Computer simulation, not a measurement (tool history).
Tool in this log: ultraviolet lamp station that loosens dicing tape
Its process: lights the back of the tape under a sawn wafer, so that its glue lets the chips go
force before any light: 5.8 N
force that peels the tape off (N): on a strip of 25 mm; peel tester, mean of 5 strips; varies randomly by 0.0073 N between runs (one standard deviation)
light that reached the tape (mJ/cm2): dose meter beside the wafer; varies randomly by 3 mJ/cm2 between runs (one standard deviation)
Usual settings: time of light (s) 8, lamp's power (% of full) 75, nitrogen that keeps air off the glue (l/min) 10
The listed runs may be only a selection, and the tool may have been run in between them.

run  hour  time of light (s)  lamp's power (% of full)  nitrogen that keeps air off the glue (l/min)  force that peels the tape off (N)  light that reached the tape (mJ/cm2)
  1     0                  8                        75                                            10                              0.268                                   458
  2  13.6                  8                        87                                            10                              0.207                                   526
  3  24.6                  8                        75                                            10                              0.275                                   454
  4  34.7                  8                        75                                            10                              0.266                                   452
     39.1  -- window cleaned of glue's vapour
  5  40.9                  8                        75                                            10                              0.267                                   447
  6  50.5                  8                        75                                            10                              0.263                                   452
  7  57.5                  8                        75                                            10                              0.264                                   453
  8  64.1                  8                        75                                            10                               0.28                                   453
  9  71.2                 12                        78                                            10                              0.137                                   702

Run 10, settings as shown, results not yet in. Your forecast:
 10  82.6                  5                        75                                             9                                  ?                                     ?

{"run 10": {"force that peels the tape off (N)": 0.754, "light that reached the tape (mJ/cm2)": 286}}
Were there no unlogged condition in the tool, this run, its random variation unchanged, would have produced force that peels the tape off (N) 0.752, light that reached the tape (mJ/cm2) 286.
